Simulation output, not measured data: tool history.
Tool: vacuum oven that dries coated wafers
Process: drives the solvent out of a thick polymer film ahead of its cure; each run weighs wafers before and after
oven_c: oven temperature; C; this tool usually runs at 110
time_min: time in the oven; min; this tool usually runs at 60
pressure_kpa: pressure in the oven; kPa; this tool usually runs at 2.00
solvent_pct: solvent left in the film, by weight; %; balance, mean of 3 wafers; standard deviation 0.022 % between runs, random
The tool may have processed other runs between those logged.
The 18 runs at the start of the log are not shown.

run 19 hour=523.8 | oven_c=110 time_min=40 pressure_kpa=2.00 | solvent_pct=6.82
run 20 hour=555.2 | oven_c=110 time_min=40 pressure_kpa=2.00 | solvent_pct=6.84
run 21 hour=585.4 | oven_c=110 time_min=40 pressure_kpa=2.00 | solvent_pct=6.81
run 22 hour=623.1 | oven_c=112 time_min=40 pressure_kpa=7.27 | solvent_pct=7.03
-- hour=628.3 vacuum gauge cleaned of residue and calibrated
run 23 hour=651.7 | oven_c=112 time_min=40 pressure_kpa=7.27 | solvent_pct=7.07
run 24 hour=686.5 | oven_c=123 time_min=55 pressure_kpa=1.60 | solvent_pct=1.86
run 25 hour=705.1 | oven_c=110 time_min=56 pressure_kpa=1.23 | solvent_pct=4.61
run 26 hour=744.3 | oven_c=110 time_min=56 pressure_kpa=1.23 | solvent_pct=4.61
run 27 hour=767.5 | oven_c=110 time_min=56 pressure_kpa=1.23 | solvent_pct=4.61
run 28 hour=783.9 | oven_c=121 time_min=56 pressure_kpa=6.90 | solvent_pct=2.89
run 29 hour=824.1 | oven_c=121 time_min=71 pressure_kpa=6.90 | solvent_pct=2.08
run 30 hour=842.0 | oven_c=121 time_min=71 pressure_kpa=6.90 | solvent_pct=2.08
-- hour=860.8 vacuum gauge cleaned of residue and calibrated, once more
run 31 hour=868.3 | oven_c=114 time_min=44 pressure_kpa=2.00 | solvent_pct=5.01
run 32 hour=897.3 | oven_c=104 time_min=35 pressure_kpa=3.22 | solvent_pct=9.37
run 33 hour=930.8 | oven_c=96 time_min=61 pressure_kpa=2.00 | solvent_pct=8.31

Predict each of these 3 candidate next runs independently; none follows another, all start after run 33:
run A hour=962.2 | oven_c=123 time_min=61 pressure_kpa=2.81 | solvent_pct=?
run B hour=962.2 | oven_c=110 time_min=54 pressure_kpa=1.27 | solvent_pct=?
run C hour=962.2 | oven_c=96 time_min=63 pressure_kpa=2.00 | solvent_pct=?

run=A solvent_pct=1.58
run=B solvent_pct=4.70
run=C solvent_pct=8.10
Without the tool's unlogged condition, the same runs would have read:
run=A solvent_pct=1.63
run=B solvent_pct=4.81
run=C solvent_pct=8.23

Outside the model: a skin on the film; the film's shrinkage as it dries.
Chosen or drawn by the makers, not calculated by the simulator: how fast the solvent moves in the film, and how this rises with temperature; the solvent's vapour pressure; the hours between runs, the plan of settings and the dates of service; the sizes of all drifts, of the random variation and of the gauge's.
